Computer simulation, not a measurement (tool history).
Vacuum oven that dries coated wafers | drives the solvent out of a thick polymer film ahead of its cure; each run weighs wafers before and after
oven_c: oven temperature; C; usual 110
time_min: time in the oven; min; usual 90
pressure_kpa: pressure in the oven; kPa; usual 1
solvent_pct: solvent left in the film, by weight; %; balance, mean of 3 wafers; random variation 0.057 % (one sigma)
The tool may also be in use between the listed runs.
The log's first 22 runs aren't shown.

run    hour  oven_c  time_min  pressure_kpa  solvent_pct
 23  1870.8     110       130             1         3.62
     1930.9  -- vacuum gauge cleaned of residue and calibrated
 24    1949     110       130          2.63         5.28
 25  2034.7     110       130          2.63         5.61
 26  2104.7     103        90          1.76         6.48
 27  2167.9     101        62          1.76         8.97
 28  2276.5     101        46          1.76        10.65
 29  2381.9     101        46          1.76        10.59
 30  2452.1     101        46          1.76        10.44
 31  2501.6     101       105          1.76         6.77
 32  2589.9     114        78          0.88         2.24
 33  2652.5     119       107          1.08          1.9
 34  2723.2     118       107          0.83         1.68
 35  2799.7     118       107          0.83         1.57

The next listed run, before its measurement:
 36  2868.5     100        48          0.98            ?

{"run 36": {"solvent_pct": 9.39}}
Without the tool's hidden state the same run would have given solvent_pct 9.49 %.

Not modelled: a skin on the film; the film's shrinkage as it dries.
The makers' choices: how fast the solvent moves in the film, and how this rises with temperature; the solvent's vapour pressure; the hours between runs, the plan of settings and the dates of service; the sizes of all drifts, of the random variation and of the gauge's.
